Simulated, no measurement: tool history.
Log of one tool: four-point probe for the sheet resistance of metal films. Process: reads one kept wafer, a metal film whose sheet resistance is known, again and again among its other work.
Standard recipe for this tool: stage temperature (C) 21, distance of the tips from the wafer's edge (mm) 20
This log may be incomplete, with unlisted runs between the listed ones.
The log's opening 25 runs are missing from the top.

run    hour  stage temperature (C)  distance of the tips from the wafer's edge (mm)  sheet resistance as the instrument gives it (ohm/square)
 26   646.1                     19                                               20                                                  1.812946
 27   665.4                     29                                                7                                                  1.830231
 28   688.9                     20                                               59                                                  1.808853
 29   713.1                     19                                               20                                                  1.813398
 30   733.7                     19                                               20                                                  1.813512
 31   760.5                     19                                               20                                                  1.813295
 32   783.3                     27                                               16                                                  1.807108
 33   804.8                     29                                               11                                                  1.811692
 34   824.6                     24                                               22                                                  1.807875
 35   854.4                     32                                               50                                                  1.796663
 36   882.4                     32                                               50                                                  1.796724
 37   897.9                     32                                               50                                                  1.796708
 38   933.2                     31                                               60                                                  1.797125
 39   951.1                     28                                               14                                                  1.807531
 40   978.6                     23                                               20                                                  1.808880
 41  1006.2                     23                                               20                                                  1.808950
 42  1042.7                     21                                                9                                                  1.826639
 43  1071.7                     26                                               14                                                  1.810293
 44  1090.3                     27                                                6                                                  1.843818
 45  1117.7                     20                                               11                                                  1.820266
 46  1138.0                     24                                                6                                                  1.846566

Here are 3 independent what-if runs from the current tool condition. What would each one return?
  A  1158.5                     31                                               68                                                         ?
  B  1158.5                     27                                               12                                                         ?
  C  1158.5                     19                                                9                                                         ?

run  sheet resistance as the instrument gives it (ohm/square)
  A                                                  1.797290
  B                                                  1.811781
  C                                                  1.828107
What these runs would have given with no unlogged condition in the tool:
run  sheet resistance as the instrument gives it (ohm/square)
  A                                                  1.797243
  B                                                  1.811734
  C                                                  1.828060
